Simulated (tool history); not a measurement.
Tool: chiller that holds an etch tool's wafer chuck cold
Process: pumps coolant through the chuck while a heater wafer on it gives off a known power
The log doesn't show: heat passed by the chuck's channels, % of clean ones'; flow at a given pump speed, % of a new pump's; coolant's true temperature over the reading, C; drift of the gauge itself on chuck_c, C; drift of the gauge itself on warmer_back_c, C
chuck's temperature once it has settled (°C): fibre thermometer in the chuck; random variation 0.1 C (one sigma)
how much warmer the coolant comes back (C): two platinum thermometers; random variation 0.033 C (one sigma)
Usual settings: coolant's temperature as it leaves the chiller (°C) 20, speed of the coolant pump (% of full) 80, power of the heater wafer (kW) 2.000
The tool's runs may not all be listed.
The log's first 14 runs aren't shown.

| run | day | coolant's temperature as it leaves the chiller (°C) | speed of the coolant pump (% of full) | power of the heater wafer (kW) | hours since the coolant was changed and the channels were flushed | hours since the pump was overhauled | hours since the chiller's thermometer was calibrated | chuck's temperature once it has settled (°C) | how much warmer the coolant comes back (C) |
|---|---|---|---|---|---|---|---|---|---|
| 15 | 38.383 | 20 | 80 | 1.055 | 2182 | 3592 | 740 | 34.1 | 2.66 |
| 16 | 40.758 | 20 | 80 | 1.055 | 2239 | 3649 | 797 | 34.0 | 2.69 |
| 17 | 42.521 | 17 | 97 | 2.000 | 2281 | 3691 | 839 | 39.7 | 3.98 |
| 18 | 44.354 | 12 | 71 | 2.692 | 2325 | 3735 | 883 | 51.9 | 7.69 |
| 19 | 47.775 | 20 | 68 | 1.834 | 2408 | 3817 | 965 | 48.2 | 5.53 |
| 20 | 49.296 | 20 | 65 | 1.853 | 2444 | 3854 | 1002 | 49.7 | 5.84 |
| 21 | 50.938 | 20 | 76 | 1.852 | 2484 | 3893 | 1041 | 46.1 | 4.86 |
| 22 | 53.388 | 20 | 76 | 1.852 | 2542 | 3952 | 1100 | 46.0 | 4.80 |
| 23 | 55.083 | 19 | 73 | 1.127 | 2583 | 3993 | 1141 | 35.5 | 3.16 |
| 24 | 56.646 | 10 | 67 | 2.000 | 2620 | 4030 | 1178 | 41.6 | 6.05 |
| 25 | 58.308 | 30 | 74 | 2.831 | 2660 | 4070 | 1218 | 71.0 | 7.75 |
| 26 | 60.192 | 30 | 98 | 1.328 | 2706 | 4115 | 1263 | 45.1 | 2.67 |
| 27 | 63.783 | 21 | 80 | 1.229 | 2792 | 4202 | 1350 | 37.7 | 3.10 |
| 28 | 66.692 | 21 | 80 | 1.229 | 2862 | 4271 | 1419 | 37.6 | 3.09 |
| 29 | 70.112 | 17 | 74 | 2.000 | 2944 | 4354 | 1501 | 46.3 | 5.55 |
| 30 | 72.362 | 17 | 74 | 2.000 | 2998 | 4407 | 1555 | 46.5 | 5.48 |
| 31 | 75.608 | 18 | 75 | 2.000 | 3076 | 4485 | 1633 | 46.9 | 5.37 |

Forecast each of these 4 alternatives for the next run:
| A | 78.975 | 18 | 74 | 2.000 | 3156 | 4566 | 1714 | ? | ? |
| B | 78.975 | 20 | 80 | 2.483 | 3156 | 4566 | 1714 | ? | ? |
| C | 78.975 | 11 | 75 | 2.000 | 3156 | 4566 | 1714 | ? | ? |
| D | 78.975 | 11 | 75 | 2.000 | 3156 | 4566 | 1714 | ? | ? |

| run | chuck's temperature once it has settled (°C) | how much warmer the coolant comes back (C) |
|---|---|---|
| A | 47.4 | 5.52 |
| B | 54.5 | 6.29 |
| C | 40.4 | 5.43 |
| D | 40.3 | 5.43 |
Without the tool's hidden state the same runs would have given:
| run | chuck's temperature once it has settled (°C) | how much warmer the coolant comes back (C) |
|---|---|---|
| A | 43.2 | 5.01 |
| B | 49.5 | 5.71 |
| C | 36.2 | 4.94 |
| D | 36.2 | 4.93 |

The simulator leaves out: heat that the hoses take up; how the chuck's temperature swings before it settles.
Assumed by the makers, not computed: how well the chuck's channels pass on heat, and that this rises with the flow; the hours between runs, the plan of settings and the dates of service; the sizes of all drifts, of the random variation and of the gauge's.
